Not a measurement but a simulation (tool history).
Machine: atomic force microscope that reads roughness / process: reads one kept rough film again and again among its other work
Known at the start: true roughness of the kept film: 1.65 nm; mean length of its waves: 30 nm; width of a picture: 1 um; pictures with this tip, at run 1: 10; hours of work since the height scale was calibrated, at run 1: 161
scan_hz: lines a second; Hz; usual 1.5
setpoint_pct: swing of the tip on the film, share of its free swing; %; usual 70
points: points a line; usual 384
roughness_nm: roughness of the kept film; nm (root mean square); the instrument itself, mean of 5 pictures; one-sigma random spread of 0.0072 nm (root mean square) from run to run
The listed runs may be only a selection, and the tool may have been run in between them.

run    hour  scan_hz  setpoint_pct  points  pictures with this tip  hours of work since the height scale was calibrated  roughness_nm
  1       0      1.5            70     384                      10                                                  161         1.467
  2    42.6      1.5            70     384                      77                                                  183         1.397
       83.3  -- new tip fitted
  3   103.1      1.5            70     384                      32                                                  215         1.445
  4   154.6      1.5            64     384                     113                                                  241         1.372
      171.4  -- new tip fitted
  5   208.7     0.62            70     384                      60                                                  269         1.447
  6   243.6     0.62            70     384                     115                                                  287         1.377
        260  -- new tip fitted
  7   272.8     0.62            70     384                      20                                                  302         1.497
  8   313.1     0.62            70     384                      84                                                  323         1.419
      350.9  -- new tip fitted
  9   359.6      1.5            70     384                      13                                                  346         1.476
 10   418.4      1.5            70     384                     107                                                  377         1.373
      441.8  -- new tip fitted
 11   469.3      1.5            70     384                      44                                                  403         1.421
 12   520.4      1.5            70     384                     125                                                  429         1.338
      530.8  -- new tip fitted
 13   575.5      1.5            89     384                      71                                                  458         1.311
      582.2  -- height scale calibrated on a step standard
 14   617.3      1.5            70     963                     136                                                   18         1.333
      621.6  -- new tip fitted
 15   681.9      1.5            57     384                      96                                                   51         1.373
      710.1  -- new tip fitted
 16   712.2      1.5            70     384                       3                                                   67          1.45
      725.8  -- height scale calibrated on a step standard, once more
 17   768.7      1.5            70     384                      92                                                   22         1.375
      801.1  -- new tip fitted
 18   812.4      1.5            70     384                      18                                                   45         1.458
 19   872.7      1.5            65     384                     114                                                   76         1.379
      891.6  -- new tip fitted
 20   932.2      1.5            70     384                      65                                                  106         1.414
 21   972.2      1.5            70     384                     128                                                  127         1.335
      981.6  -- new tip fitted
 22  1007.1      1.5            84     384                      41                                                  145          1.37
 23  1051.4      1.5            84     384                     111                                                  168         1.299
     1069.4  -- new tip fitted
 24  1106.7      1.5            84     384                      59                                                  196         1.349
 25  1155.5     2.26            70     384                     137                                                  221         1.316
     1161.6  -- new tip fitted
 26  1204.1     1.03            70     384                      67                                                  246          1.42
       1255  -- new tip fitted
 27  1255.1      0.9            60     384                       0                                                  272         1.525
 28  1281.7      0.6            70     482                      42                                                  286         1.474
 29  1321.7      0.6            70     482                     106                                                  307         1.411
     1343.9  -- new tip fitted
 30  1378.8     2.56            70     807                      56                                                  336         1.382
 31  1411.1     2.56            70     807                     107                                                  353         1.319
     1432.8  -- new tip fitted
 32  1471.2     0.72            70     679                      61                                                  384         1.445
 33  1514.3     0.72            77     327                     129                                                  406         1.357
     1525.2  -- new tip fitted
 34  1558.6      1.5            75     384                      53                                                  429         1.394
 35  1595.4     1.15            76     605                     111                                                  448         1.367
     1613.6  -- new tip fitted
 36  1641.8     1.15            79     518                      45                                                  471          1.43
     1702.2  -- new tip fitted
 37  1702.5     1.15            79     518                       0                                                  503          1.48
 38    1744     1.15            79     518                      66                                                  524         1.367
 39  1777.7     1.15            57     419                     120                                                  542         1.394
     1793.7  -- new tip fitted
 40  1817.4     1.15            57     419                      37                                                  562          1.47

Take each entry between the runs: how does the hidden state at the last listed run before it differ from the hidden state at the first listed run after it?
Between runs 2 and 3: new tip fitted (hour 83.3)
  radius of the tip, nm: 16.7 -> 10.9; height scale over the true one, %: -0.55 -> -0.62
  what was measured, less what the result would be without the hidden state, roughness_nm: -0.101 -> -0.049 nm (root mean square)
Between runs 4 and 5: new tip fitted (hour 171.4)
  radius of the tip, nm: 20.4 -> 15.1; height scale over the true one, %: -0.68 -> -0.73
  what was measured, less what the result would be without the hidden state, roughness_nm: -0.136 -> -0.091 nm (root mean square)
Between runs 6 and 7: new tip fitted (hour 260)
  radius of the tip, nm: 21.6 -> 9.5; height scale over the true one, %: -0.77 -> -0.8
  what was measured, less what the result would be without the hidden state, roughness_nm: -0.15 -> -0.038 nm (root mean square)
Between runs 8 and 9: new tip fitted (hour 350.9)
  radius of the tip, nm: 17.1 -> 8.5; height scale over the true one, %: -0.84 -> -0.89
  what was measured, less what the result would be without the hidden state, roughness_nm: -0.111 -> -0.028 nm (root mean square)
Between runs 10 and 11: new tip fitted (hour 441.8)
  radius of the tip, nm: 18.8 -> 11.9; height scale over the true one, %: -0.96 -> -1.02
  what was measured, less what the result would be without the hidden state, roughness_nm: -0.126 -> -0.063 nm (root mean square)
Between runs 12 and 13: new tip fitted (hour 530.8)
  radius of the tip, nm: 21.4 -> 15.2; height scale over the true one, %: -1.08 -> -1.13
  what was measured, less what the result would be without the hidden state, roughness_nm: -0.148 -> -0.09 nm (root mean square)
Between runs 13 and 14: height scale calibrated on a step standard (hour 582.2)
  radius of the tip, nm: 15.2 -> 22.4; height scale over the true one, %: -1.13 -> -1.89
  what was measured, less what the result would be without the hidden state, roughness_nm: -0.09 -> -0.17 nm (root mean square)
Between runs 14 and 15: new tip fitted (hour 621.6)
  radius of the tip, nm: 22.4 -> 18.9; height scale over the true one, %: -1.89 -> -1.95
  what was measured, less what the result would be without the hidden state, roughness_nm: -0.17 -> -0.142 nm (root mean square)
Between runs 15 and 16: new tip fitted (hour 710.1)
  radius of the tip, nm: 18.9 -> 8.1; height scale over the true one, %: -1.95 -> -1.99
  what was measured, less what the result would be without the hidden state, roughness_nm: -0.142 -> -0.041 nm (root mean square)
Between runs 16 and 17: height scale calibrated on a step standard, once more (hour 725.8)
  radius of the tip, nm: 8.1 -> 18.7; height scale over the true one, %: -1.99 -> -0.15
  what was measured, less what the result would be without the hidden state, roughness_nm: -0.041 -> -0.114 nm (root mean square)
Between runs 17 and 18: new tip fitted (hour 801.1)
  radius of the tip, nm: 18.7 -> 9.7; height scale over the true one, %: -0.15 -> -0.19
  what was measured, less what the result would be without the hidden state, roughness_nm: -0.114 -> -0.03 nm (root mean square)
Between runs 19 and 20: new tip fitted (hour 891.6)
  radius of the tip, nm: 20.8 -> 14.9; height scale over the true one, %: -0.26 -> -0.32
  what was measured, less what the result would be without the hidden state, roughness_nm: -0.135 -> -0.082 nm (root mean square)
Between runs 21 and 22: new tip fitted (hour 981.6)
  radius of the tip, nm: 21.5 -> 12; height scale over the true one, %: -0.37 -> -0.4
  what was measured, less what the result would be without the hidden state, roughness_nm: -0.139 -> -0.053 nm (root mean square)
Between runs 23 and 24: new tip fitted (hour 1069.4)
  radius of the tip, nm: 20.1 -> 14; height scale over the true one, %: -0.45 -> -0.51
  what was measured, less what the result would be without the hidden state, roughness_nm: -0.124 -> -0.072 nm (root mean square)
Between runs 25 and 26: new tip fitted (hour 1161.6)
  radius of the tip, nm: 22.4 -> 15; height scale over the true one, %: -0.56 -> -0.61
  what was measured, less what the result would be without the hidden state, roughness_nm: -0.148 -> -0.087 nm (root mean square)
Between runs 26 and 27: new tip fitted (hour 1255)
  radius of the tip, nm: 15 -> 7.3; height scale over the true one, %: -0.61 -> -0.67
  what was measured, less what the result would be without the hidden state, roughness_nm: -0.087 -> -0.014 nm (root mean square)
Between runs 29 and 30: new tip fitted (hour 1343.9)
  radius of the tip, nm: 18.7 -> 13.6; height scale over the true one, %: -0.73 -> -0.79
  what was measured, less what the result would be without the hidden state, roughness_nm: -0.124 -> -0.075 nm (root mean square)
Between runs 31 and 32: new tip fitted (hour 1432.8)
  radius of the tip, nm: 20.1 -> 14; height scale over the true one, %: -0.83 -> -0.9
  what was measured, less what the result would be without the hidden state, roughness_nm: -0.131 -> -0.084 nm (root mean square)
Between runs 33 and 34: new tip fitted (hour 1525.2)
  radius of the tip, nm: 21.9 -> 13; height scale over the true one, %: -0.95 -> -0.99
  what was measured, less what the result would be without the hidden state, roughness_nm: -0.154 -> -0.072 nm (root mean square)
Between runs 35 and 36: new tip fitted (hour 1613.6)
  radius of the tip, nm: 19.3 -> 11.9; height scale over the true one, %: -1.03 -> -1.08
  what was measured, less what the result would be without the hidden state, roughness_nm: -0.131 -> -0.063 nm (root mean square)
Between runs 36 and 37: new tip fitted (hour 1702.2)
  radius of the tip, nm: 11.9 -> 7.4; height scale over the true one, %: -1.08 -> -1.15
  what was measured, less what the result would be without the hidden state, roughness_nm: -0.063 -> -0.022 nm (root mean square)
Between runs 39 and 40: new tip fitted (hour 1793.7)
  radius of the tip, nm: 21.4 -> 11.7; height scale over the true one, %: -1.23 -> -1.27
  what was measured, less what the result would be without the hidden state, roughness_nm: -0.156 -> -0.067 nm (root mean square)

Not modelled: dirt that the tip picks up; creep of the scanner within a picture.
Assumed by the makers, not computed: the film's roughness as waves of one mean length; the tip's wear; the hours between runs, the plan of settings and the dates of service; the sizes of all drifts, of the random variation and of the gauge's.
